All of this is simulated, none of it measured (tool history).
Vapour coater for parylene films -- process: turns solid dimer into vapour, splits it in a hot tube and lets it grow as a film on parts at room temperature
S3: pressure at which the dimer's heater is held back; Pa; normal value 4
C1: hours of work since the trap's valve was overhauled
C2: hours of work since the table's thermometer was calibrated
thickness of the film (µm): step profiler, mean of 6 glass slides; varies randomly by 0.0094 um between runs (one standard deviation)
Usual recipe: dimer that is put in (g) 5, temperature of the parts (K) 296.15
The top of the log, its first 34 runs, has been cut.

Run 35, hour 1222.1: usual settings but temperature of the parts (K) 306.15, S3 7.5 Pa; C1 96; C2 651. Result: thickness of the film (µm) 0.477.
Run 36, hour 1268.8: usual settings but temperature of the parts (K) 298.15, S3 4.86 Pa; C1 117; C2 672. Result: thickness of the film (µm) 0.718.
Run 37, hour 1294.5: usual settings but temperature of the parts (K) 297.15, S3 4.86 Pa; C1 129; C2 684. Result: thickness of the film (µm) 0.724.
Run 38, hour 1332.8: usual settings but dimer that is put in (g) 3, temperature of the parts (K) 292.15, S3 9.22 Pa; C1 146; C2 702. Result: thickness of the film (µm) 0.486.
Run 39, hour 1377.5: usual settings but temperature of the parts (K) 305.15; C1 167; C2 722. Result: thickness of the film (µm) 0.546.
Run 40, hour 1412: usual settings but temperature of the parts (K) 294.15, S3 6.17 Pa; C1 183; C2 738. Result: thickness of the film (µm) 0.777.
Run 41, hour 1463.2: usual settings but temperature of the parts (K) 294.15, S3 3.38 Pa; C1 206; C2 761. Result: thickness of the film (µm) 0.858.
Run 42, hour 1507.8: usual settings but dimer that is put in (g) 4, temperature of the parts (K) 298.15, S3 6.48 Pa; C1 227; C2 782. Result: thickness of the film (µm) 0.519.
Run 43, hour 1547.2: usual settings but dimer that is put in (g) 6, temperature of the parts (K) 298.15, S3 2.6 Pa; C1 245; C2 800. Result: thickness of the film (µm) 0.881.
Run 44, hour 1583.2: usual settings but dimer that is put in (g) 2, S3 9.9 Pa; C1 261; C2 816. Result: thickness of the film (µm) 0.252.
At hour 1594.1: table's thermometer calibrated.
Run 45, hour 1611: usual settings but dimer that is put in (g) 2, S3 9.9 Pa; C1 273; C2 8. Result: thickness of the film (µm) 0.236.
Run 46, hour 1650.9: usual settings but dimer that is put in (g) 7, temperature of the parts (K) 289.15; C1 292; C2 26. Result: thickness of the film (µm) 1.328.

3 options for the next run, each taken on its own from the tool as it stands now. Forecast them:
Run A, hour 1691.1: usual settings but dimer that is put in (g) 7; C1 310; C2 44. Result: thickness of the film (µm) ?.
Run B, hour 1691.1: usual settings but S3 10.9 Pa; C1 310; C2 44. Result: thickness of the film (µm) ?.
Run C, hour 1691.1: usual settings but dimer that is put in (g) 4; C1 310; C2 44. Result: thickness of the film (µm) ?.

run  thickness of the film (µm)
  A                       0.992
  B                       0.619
  C                       0.576
The same runs, with their run-to-run variation unchanged, on a tool lacking any hidden condition would have given:
run  thickness of the film (µm)
  A                       1.121
  B                       0.699
  C                        0.65
